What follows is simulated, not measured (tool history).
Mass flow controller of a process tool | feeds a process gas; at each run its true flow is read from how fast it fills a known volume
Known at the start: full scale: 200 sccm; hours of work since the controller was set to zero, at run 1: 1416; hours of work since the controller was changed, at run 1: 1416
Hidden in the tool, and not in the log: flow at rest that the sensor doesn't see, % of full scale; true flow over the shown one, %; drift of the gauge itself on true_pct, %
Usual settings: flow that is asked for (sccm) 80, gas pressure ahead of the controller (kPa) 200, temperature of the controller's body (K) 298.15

run	day	flow that is asked for (sccm)	gas pressure ahead of the controller (kPa)	temperature of the controller's body (K)	hours of work since the controller was set to zero	hours of work since the controller was changed	true flow (%)
1	0.000	80	200	298.15	1416	1416	99.78
2	2.475	80	200	298.15	1443	1443	99.85
3	5.208	22	200	298.15	1472	1472	99.70
4	8.729	22	200	298.15	1511	1511	99.85
5	10.429	80	200	313.15	1529	1529	99.32
6	12.471	80	200	313.15	1551	1551	99.39
7	14.396	80	200	313.15	1572	1572	99.40
8	17.538	80	200	313.15	1607	1607	99.60
9	20.104	80	200	298.15	1635	1635	100.56
10	21.600	80	200	298.15	1651	1651	100.51
11	23.521	80	200	298.15	1672	1672	100.55
12	27.088	80	200	298.15	1710	1710	100.75
13	30.596	80	200	298.15	1749	1749	100.86
14	33.775	59	252	300.15	1783	1783	100.44
15	36.454	59	252	300.15	1812	1812	100.67
16	39.850	105	229	300.15	1849	1849	101.03
17	42.158	105	229	300.15	1874	1874	101.16
18	45.183	80	247	310.15	1907	1907	100.51
19	47.138	153	212	304.15	1929	1929	101.15
20	50.525	153	212	304.15	1966	1966	101.32
21	53.071	153	212	304.15	1993	1993	101.35
22	56.621	76	207	303.15	2032	2032	101.42
23	59.267	76	207	309.15	2061	2061	101.12
24	61.621	31	207	309.15	2086	2086	101.18
25	64.833	24	200	298.15	2121	2121	101.86

Measured less the same run without the tool's hidden state. The same run-to-run variation is in both; the gauge's scatter may not be:
run	true flow (%)
1	-0.01
2	+0.08
3	+0.17
4	+0.29
5	+0.36
6	+0.43
7	+0.50
8	+0.62
9	+0.71
10	+0.76
11	+0.83
12	+0.96
13	+1.09
14	+1.19
15	+1.28
16	+1.42
17	+1.50
18	+1.59
19	+1.67
20	+1.80
21	+1.88
22	+2.01
23	+2.09
24	+2.15
25	+2.28
